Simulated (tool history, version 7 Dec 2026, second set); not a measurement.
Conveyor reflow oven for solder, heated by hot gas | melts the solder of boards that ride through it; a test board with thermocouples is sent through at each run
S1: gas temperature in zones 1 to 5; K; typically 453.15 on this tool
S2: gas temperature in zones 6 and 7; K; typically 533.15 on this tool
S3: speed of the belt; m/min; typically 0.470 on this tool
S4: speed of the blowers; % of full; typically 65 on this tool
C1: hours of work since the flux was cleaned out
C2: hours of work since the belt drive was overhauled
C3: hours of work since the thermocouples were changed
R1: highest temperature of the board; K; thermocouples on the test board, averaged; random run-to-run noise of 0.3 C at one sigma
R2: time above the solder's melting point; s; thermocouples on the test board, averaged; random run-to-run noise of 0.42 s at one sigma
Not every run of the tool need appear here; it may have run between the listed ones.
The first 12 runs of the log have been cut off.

Run 13, hour 217.3: usual settings but S2 535.15 K; C1 375; C2 17; C3 785. Result: R1 519.75 K, R2 54.9 s.
Run 14, hour 241.3: usual settings but S1 439.15 K; C1 386; C2 28; C3 795. Result: R1 514.95 K, R2 45.4 s.
At hour 256.5: belt drive overhauled, speed set with a stopwatch, once more.
Run 15, hour 256.8: usual settings; C1 391; C2 0; C3 800. Result: R1 517.65 K, R2 52.2 s.
At hour 269.3: flux residue cleaned out of gas plates and filters.
Run 16, hour 273.8: usual settings but S2 541.15 K; C1 2; C2 6; C3 806. Result: R1 527.15 K, R2 60.2 s.
Run 17, hour 295.4: usual settings but S2 541.15 K; C1 12; C2 15; C3 816. Result: R1 527.15 K, R2 60.5 s.
Run 18, hour 319.7: usual settings but S1 448.15 K, S2 525.15 K; C1 23; C2 26; C3 826. Result: R1 512.15 K, R2 45.5 s.
Run 19, hour 343.9: usual settings but S1 448.15 K, S2 525.15 K; C1 33; C2 37; C3 837. Result: R1 511.95 K, R2 45.8 s.
Run 20, hour 360.7: usual settings but S3 0.550 m/min, S4 68 % of full; C1 41; C2 44; C3 845. Result: R1 515.55 K, R2 42.4 s.
Run 21, hour 373.1: usual settings but S2 548.15 K, S3 0.552 m/min, S4 78 % of full; C1 46; C2 50; C3 850. Result: R1 530.55 K, R2 53.2 s.
Run 22, hour 388.5: usual settings but S1 447.15 K, S2 540.15 K, S3 0.491 m/min, S4 68 % of full; C1 53; C2 57; C3 857. Result: R1 524.55 K, R2 53.6 s.
Run 23, hour 410.4: usual settings but S1 451.15 K, S2 540.15 K, S3 0.455 m/min, S4 61 % of full; C1 63; C2 67; C3 867. Result: R1 525.65 K, R2 60.5 s.
Run 24, hour 426.9: usual settings but S1 451.15 K, S2 540.15 K, S3 0.455 m/min, S4 61 % of full; C1 71; C2 74; C3 874. Result: R1 525.25 K, R2 60.3 s.
Run 25, hour 438.9: usual settings but S1 462.15 K, S2 540.15 K, S3 0.455 m/min, S4 58 % of full; C1 76; C2 79; C3 880. Result: R1 526.65 K, R2 66.3 s.
Run 26, hour 457.4: usual settings but S2 534.15 K, S3 0.430 m/min, S4 81 % of full; C1 84; C2 88; C3 888. Result: R1 526.55 K, R2 67.9 s.
Run 27, hour 469.8: usual settings but S2 540.15 K, S3 0.430 m/min, S4 68 % of full; C1 90; C2 93; C3 894. Result: R1 529.15 K, R2 69.1 s.
Run 28, hour 484.9: usual settings but S1 444.15 K, S2 530.15 K, S3 0.559 m/min, S4 63 % of full; C1 97; C2 100; C3 900. Result: R1 508.05 K, R2 31.1 s.
Run 29, hour 509.7: usual settings but S1 444.15 K, S2 530.15 K, S3 0.559 m/min, S4 63 % of full; C1 108; C2 111; C3 912. Result: R1 508.05 K, R2 30.4 s.
Run 30, hour 523.7: usual settings but S1 444.15 K, S2 530.15 K, S3 0.559 m/min, S4 63 % of full; C1 114; C2 117; C3 918. Result: R1 507.95 K, R2 30.8 s.

Branching from run 30: 5 alternative next runs. What would each branch give?
Run A, hour 538.0: usual settings but S1 442.15 K; C1 120; C2 124; C3 924. Result: R1 ?, R2 ?.
Run B, hour 538.0: usual settings but S1 460.15 K, S2 530.15 K, S3 0.449 m/min, S4 63 % of full; C1 120; C2 124; C3 924. Result: R1 ?, R2 ?.
Run C, hour 538.0: usual settings but S2 540.15 K; C1 120; C2 124; C3 924. Result: R1 ?, R2 ?.
Run D, hour 538.0: usual settings but S1 444.15 K; C1 120; C2 124; C3 924. Result: R1 ?, R2 ?.
Run E, hour 538.0: usual settings but S1 440.15 K, S4 68 % of full; C1 120; C2 124; C3 924. Result: R1 ?, R2 ?.

run      R1    R2
  A  517.65  49.0
  B  519.05  60.7
  C  525.75  59.2
  D  518.15  49.6
  E  517.75  48.2
What these runs would have given with no unlogged condition in the tool:
run      R1    R2
  A  516.45  48.1
  B  517.55  59.6
  C  524.45  58.4
  D  516.85  48.6
  E  516.55  47.3

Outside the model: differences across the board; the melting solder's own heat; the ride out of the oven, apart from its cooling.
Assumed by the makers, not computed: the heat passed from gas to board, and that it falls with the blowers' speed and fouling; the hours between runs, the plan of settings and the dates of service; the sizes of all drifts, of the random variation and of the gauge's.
